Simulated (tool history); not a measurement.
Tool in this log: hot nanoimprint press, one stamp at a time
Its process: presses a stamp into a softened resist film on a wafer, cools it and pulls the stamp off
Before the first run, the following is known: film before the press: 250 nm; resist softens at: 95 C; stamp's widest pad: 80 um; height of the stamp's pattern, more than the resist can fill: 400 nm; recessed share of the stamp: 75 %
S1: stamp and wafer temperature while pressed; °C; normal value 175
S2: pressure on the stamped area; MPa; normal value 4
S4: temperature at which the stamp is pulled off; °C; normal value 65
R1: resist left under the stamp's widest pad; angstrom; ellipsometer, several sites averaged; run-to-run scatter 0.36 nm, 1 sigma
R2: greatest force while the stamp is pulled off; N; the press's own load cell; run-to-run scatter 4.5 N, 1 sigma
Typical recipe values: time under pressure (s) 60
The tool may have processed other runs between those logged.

run 1 day=0 | S1=175 S2=4 time_under_pressure_(s)=60 S4=65 | R1=1029 R2=212
run 2 day=0.621 | S1=175 S2=4 time_under_pressure_(s)=60 S4=65 | R1=1031 R2=215
run 3 day=1.104 | S1=175 S2=4 time_under_pressure_(s)=60 S4=65 | R1=1030 R2=222
run 4 day=1.4 | S1=175 S2=4 time_under_pressure_(s)=60 S4=65 | R1=1038 R2=215
run 5 day=1.804 | S1=175 S2=4 time_under_pressure_(s)=60 S4=65 | R1=1042 R2=219
run 6 day=2.042 | S1=175 S2=4 time_under_pressure_(s)=60 S4=58 | R1=1037 R2=246
run 7 day=2.538 | S1=175 S2=4 time_under_pressure_(s)=60 S4=57 | R1=1047 R2=251
run 8 day=2.95 | S1=175 S2=4 time_under_pressure_(s)=60 S4=57 | R1=1050 R2=251
run 9 day=3.421 | S1=175 S2=4 time_under_pressure_(s)=60 S4=57 | R1=1051 R2=255
run 10 day=3.917 | S1=175 S2=4 time_under_pressure_(s)=60 S4=57 | R1=1056 R2=243
run 11 day=4.388 | S1=175 S2=4 time_under_pressure_(s)=60 S4=57 | R1=1049 R2=249
run 12 day=4.65 | S1=175 S2=4 time_under_pressure_(s)=60 S4=57 | R1=1045 R2=248
run 13 day=5.138 | S1=175 S2=4.17 time_under_pressure_(s)=60 S4=64 | R1=1007 R2=226
run 14 day=5.438 | S1=175 S2=4.17 time_under_pressure_(s)=60 S4=64 | R1=1001 R2=221
run 15 day=5.875 | S1=170 S2=3.17 time_under_pressure_(s)=85 S4=65 | R1=1223 R2=219
run 16 day=6.171 | S1=175 S2=4 time_under_pressure_(s)=60 S4=55 | R1=1027 R2=262
run 17 day=6.533 | S1=167 S2=2.72 time_under_pressure_(s)=95 S4=65 | R1=1406 R2=214
run 18 day=6.796 | S1=185 S2=4.11 time_under_pressure_(s)=60 S4=65 | R1=767 R2=218
run 19 day=7.021 | S1=185 S2=4.11 time_under_pressure_(s)=60 S4=65 | R1=775 R2=219
run 20 day=7.638 | S1=175 S2=2.78 time_under_pressure_(s)=39 S4=65 | R1=1448 R2=214
run 21 day=8.104 | S1=175 S2=4 time_under_pressure_(s)=117 S4=59 | R1=835 R2=247
run 22 day=8.462 | S1=175 S2=4 time_under_pressure_(s)=117 S4=71 | R1=838 R2=193

The log once held 3 entries between its listed runs, left out of this copy. Where does each go, and what is different about the tool's unlogged condition between the listed run before it and the listed run after it?
Runs 1 to 2: plate thermocouple calibrated (day 0.621)
  true temperature over the reading, C: 0.02 -> 0; drift of the gauge itself on residual_nm, %: 0 -> 0.27
  the result without the hidden state subtracted from the measured one, R1: +0 -> +2 angstrom
Runs 12 to 13: gauge calibrated (day 5.033)
  drift of the gauge itself on residual_nm, %: 2.48 -> 0.06
  the result without the hidden state subtracted from the measured one, R1: +25 -> +0 angstrom
Runs 19 to 20: stamp cleaned and given a new release coat (day 7.508)
  grip of the stamp's worn release coat, % over a new coat's: 1 -> 0; drift of the gauge itself on residual_nm, %: 1.09 -> 1.29
  the result without the hidden state subtracted from the measured one, R1: +8 -> +19 angstrom
